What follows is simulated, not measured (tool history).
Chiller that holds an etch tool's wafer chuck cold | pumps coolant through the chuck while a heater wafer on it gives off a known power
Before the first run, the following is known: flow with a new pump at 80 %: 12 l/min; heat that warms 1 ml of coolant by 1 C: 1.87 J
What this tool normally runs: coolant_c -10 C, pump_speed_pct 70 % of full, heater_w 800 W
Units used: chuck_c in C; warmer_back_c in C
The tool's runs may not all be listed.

run 1 hour=0 | coolant_c=-10 pump_speed_pct=70 heater_w=800 | chuck_c=-2.06 warmer_back_c=2.45
run 2 hour=136.1 | coolant_c=-10 pump_speed_pct=70 heater_w=800 | chuck_c=-2.06 warmer_back_c=2.46
run 3 hour=259.8 | coolant_c=-10 pump_speed_pct=70 heater_w=800 | chuck_c=-1.94 warmer_back_c=2.46
run 4 hour=381.2 | coolant_c=-10 pump_speed_pct=70 heater_w=800 | chuck_c=-2.15 warmer_back_c=2.49
run 5 hour=501.8 | coolant_c=-10 pump_speed_pct=70 heater_w=800 | chuck_c=-2.19 warmer_back_c=2.47
run 6 hour=615.1 | coolant_c=-10 pump_speed_pct=70 heater_w=800 | chuck_c=-2.03 warmer_back_c=2.48
run 7 hour=762.6 | coolant_c=0 pump_speed_pct=70 heater_w=800 | chuck_c=7.93 warmer_back_c=2.5
run 8 hour=851.3 | coolant_c=0 pump_speed_pct=70 heater_w=800 | chuck_c=7.89 warmer_back_c=2.49
run 9 hour=999.6 | coolant_c=0 pump_speed_pct=70 heater_w=800 | chuck_c=7.96 warmer_back_c=2.51
run 10 hour=1150.5 | coolant_c=0 pump_speed_pct=70 heater_w=401 | chuck_c=4 warmer_back_c=1.28
-- hour=1294.1 coolant pump overhauled
run 11 hour=1305.7 | coolant_c=-10 pump_speed_pct=70 heater_w=800 | chuck_c=-2.11 warmer_back_c=2.52
run 12 hour=1408.3 | coolant_c=-10 pump_speed_pct=70 heater_w=800 | chuck_c=-2.13 warmer_back_c=2.52
run 13 hour=1562 | coolant_c=-10 pump_speed_pct=70 heater_w=800 | chuck_c=-2.12 warmer_back_c=2.52
run 14 hour=1657.6 | coolant_c=-10 pump_speed_pct=70 heater_w=800 | chuck_c=-2.06 warmer_back_c=2.54
run 15 hour=1760.8 | coolant_c=-10 pump_speed_pct=70 heater_w=800 | chuck_c=-2.04 warmer_back_c=2.53
run 16 hour=1860.6 | coolant_c=-10 pump_speed_pct=70 heater_w=800 | chuck_c=-2.09 warmer_back_c=2.54
run 17 hour=2005.9 | coolant_c=-13 pump_speed_pct=66 heater_w=478 | chuck_c=-7.89 warmer_back_c=1.63
run 18 hour=2144.8 | coolant_c=-10 pump_speed_pct=70 heater_w=562 | chuck_c=-4.35 warmer_back_c=1.81
run 19 hour=2298.7 | coolant_c=-4 pump_speed_pct=61 heater_w=421 | chuck_c=0.7 warmer_back_c=1.59
run 20 hour=2433.6 | coolant_c=-10 pump_speed_pct=80 heater_w=589 | chuck_c=-4.88 warmer_back_c=1.68
run 21 hour=2580.7 | coolant_c=-6 pump_speed_pct=70 heater_w=800 | chuck_c=2.11 warmer_back_c=2.54
run 22 hour=2695.5 | coolant_c=-6 pump_speed_pct=70 heater_w=800 | chuck_c=1.81 warmer_back_c=2.55
run 23 hour=2789.8 | coolant_c=-6 pump_speed_pct=70 heater_w=419 | chuck_c=-1.85 warmer_back_c=1.41
run 24 hour=2906.2 | coolant_c=-6 pump_speed_pct=70 heater_w=419 | chuck_c=-1.91 warmer_back_c=1.42
run 25 hour=2973.6 | coolant_c=-12 pump_speed_pct=73 heater_w=988 | chuck_c=-2.54 warmer_back_c=3.02
run 26 hour=3047.8 | coolant_c=-12 pump_speed_pct=73 heater_w=988 | chuck_c=-2.48 warmer_back_c=3.03
run 27 hour=3187.7 | coolant_c=-2 pump_speed_pct=70 heater_w=521 | chuck_c=3.22 warmer_back_c=1.73
run 28 hour=3333 | coolant_c=-10 pump_speed_pct=66 heater_w=940 | chuck_c=-0.11 warmer_back_c=3.19
run 29 hour=3434.3 | coolant_c=-10 pump_speed_pct=66 heater_w=940 | chuck_c=-0.14 warmer_back_c=3.21
run 30 hour=3526.5 | coolant_c=-5 pump_speed_pct=64 heater_w=419 | chuck_c=-0.46 warmer_back_c=1.56
-- hour=3546.7 coolant changed, channels flushed
-- hour=3591.4 chiller's thermometer calibrated
run 31 hour=3683.7 | coolant_c=-12 pump_speed_pct=76 heater_w=410 | chuck_c=-8.27 warmer_back_c=1.3

Alternative continuations, all from the tool just after run 31; predict every row:
run A hour=3793 | coolant_c=-18 pump_speed_pct=70 heater_w=468 | chuck_c=? warmer_back_c=?
run B hour=3793 | coolant_c=-6 pump_speed_pct=67 heater_w=618 | chuck_c=? warmer_back_c=?
run C hour=3793 | coolant_c=-8 pump_speed_pct=71 heater_w=520 | chuck_c=? warmer_back_c=?
run D hour=3793 | coolant_c=-11 pump_speed_pct=76 heater_w=410 | chuck_c=? warmer_back_c=?

run=A chuck_c=-13.39 warmer_back_c=1.6
run=B chuck_c=0.31 warmer_back_c=2.15
run=C chuck_c=-2.84 warmer_back_c=1.72
run=D chuck_c=-7.25 warmer_back_c=1.31
Had the tool no hidden state, the same runs would have come out as:
run=A chuck_c=-13.39 warmer_back_c=1.44
run=B chuck_c=0.3 warmer_back_c=1.99
run=C chuck_c=-2.84 warmer_back_c=1.56
run=D chuck_c=-7.25 warmer_back_c=1.15

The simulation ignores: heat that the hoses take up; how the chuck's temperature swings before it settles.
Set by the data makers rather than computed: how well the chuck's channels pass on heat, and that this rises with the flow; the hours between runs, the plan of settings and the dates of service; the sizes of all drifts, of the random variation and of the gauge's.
